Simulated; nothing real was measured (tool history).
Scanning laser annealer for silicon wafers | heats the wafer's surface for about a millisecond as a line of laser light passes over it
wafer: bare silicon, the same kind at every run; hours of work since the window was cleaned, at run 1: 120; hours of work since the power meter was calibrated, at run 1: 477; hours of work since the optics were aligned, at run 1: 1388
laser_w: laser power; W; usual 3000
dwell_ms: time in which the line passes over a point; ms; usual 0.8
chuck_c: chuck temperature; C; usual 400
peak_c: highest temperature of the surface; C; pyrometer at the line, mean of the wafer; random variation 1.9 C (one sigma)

| run | hour | laser_w | dwell_ms | chuck_c | hours of work since the window was cleaned | hours of work since the power meter was calibrated | hours of work since the optics were aligned | peak_c |
|---|---|---|---|---|---|---|---|---|
| 1 | 0 | 3000 | 0.8 | 400 | 120 | 477 | 1388 | 1139 |
| 2 | 21.8 | 3000 | 0.8 | 400 | 131 | 488 | 1399 | 1137 |
| 3 | 44.6 | 3000 | 0.8 | 406 | 142 | 499 | 1410 | 1147 |
| 4 | 61.9 | 2587 | 0.8 | 400 | 150 | 508 | 1419 | 1008 |
| 5 | 89.4 | 2587 | 0.8 | 400 | 164 | 521 | 1432 | 1010 |
| 6 | 110.7 | 2587 | 0.8 | 400 | 175 | 532 | 1443 | 1007 |
| 7 | 138.2 | 2587 | 0.8 | 400 | 188 | 545 | 1456 | 1007 |
| 8 | 152.3 | 3000 | 0.8 | 400 | 195 | 552 | 1463 | 1133 |
| 9 | 169.5 | 3000 | 0.8 | 400 | 204 | 561 | 1472 | 1131 |
| 10 | 191.1 | 3000 | 0.8 | 400 | 214 | 572 | 1483 | 1134 |
| 11 | 213.9 | 3000 | 0.8 | 378 | 226 | 583 | 1494 | 1109 |
| 12 | 232.1 | 3000 | 0.8 | 378 | 235 | 592 | 1503 | 1108 |
| 13 | 256.4 | 3000 | 0.8 | 400 | 247 | 604 | 1515 | 1125 |
| 14 | 272 | 3000 | 0.8 | 400 | 254 | 612 | 1523 | 1127 |
| 15 | 304.8 | 3000 | 0.8 | 400 | 271 | 628 | 1539 | 1125 |
| 16 | 333.9 | 3007 | 0.69 | 400 | 285 | 642 | 1553 | 1072 |
| 17 | 359.3 | 3000 | 0.8 | 410 | 297 | 655 | 1566 | 1139 |
| 18 | 376.4 | 3000 | 0.8 | 410 | 306 | 663 | 1574 | 1135 |
| 19 | 393.8 | 3000 | 0.906 | 412 | 315 | 672 | 1583 | 1186 |
| 20 | 426.9 | 2660 | 0.906 | 387 | 331 | 688 | 1599 | 1046 |
| 21 | 446.3 | 2670 | 0.749 | 387 | 340 | 698 | 1609 | 984 |
| 22 | 475.6 | 2689 | 0.8 | 400 | 355 | 712 | 1623 | 1024 |
| 23 | 493.4 | 3005 | 0.924 | 400 | 364 | 721 | 1632 | 1177 |
| 24 | 523.2 | 3005 | 0.924 | 400 | 379 | 736 | 1647 | 1175 |
| 25 | 555.3 | 3005 | 0.924 | 400 | 394 | 752 | 1663 | 1175 |
| 26 | 577.9 | 3005 | 0.724 | 400 | 406 | 763 | 1674 | 1080 |
| 27 | 596.6 | 3000 | 0.761 | 385 | 415 | 772 | 1683 | 1079 |

Forecast each of these 5 alternatives for the next run:
| A | 629.9 | 3000 | 0.871 | 400 | 431 | 789 | 1700 | ? |
| B | 629.9 | 3000 | 0.8 | 428 | 431 | 789 | 1700 | ? |
| C | 629.9 | 3000 | 0.958 | 407 | 431 | 789 | 1700 | ? |
| D | 629.9 | 2940 | 0.789 | 385 | 431 | 789 | 1700 | ? |
| E | 629.9 | 2788 | 0.935 | 374 | 431 | 789 | 1700 | ? |

| run | peak_c |
|---|---|
| A | 1150 |
| B | 1141 |
| C | 1193 |
| D | 1074 |
| E | 1079 |
Without the tool's hidden state the same runs would have given:
| run | peak_c |
|---|---|
| A | 1209 |
| B | 1197 |
| C | 1254 |
| D | 1128 |
| E | 1135 |
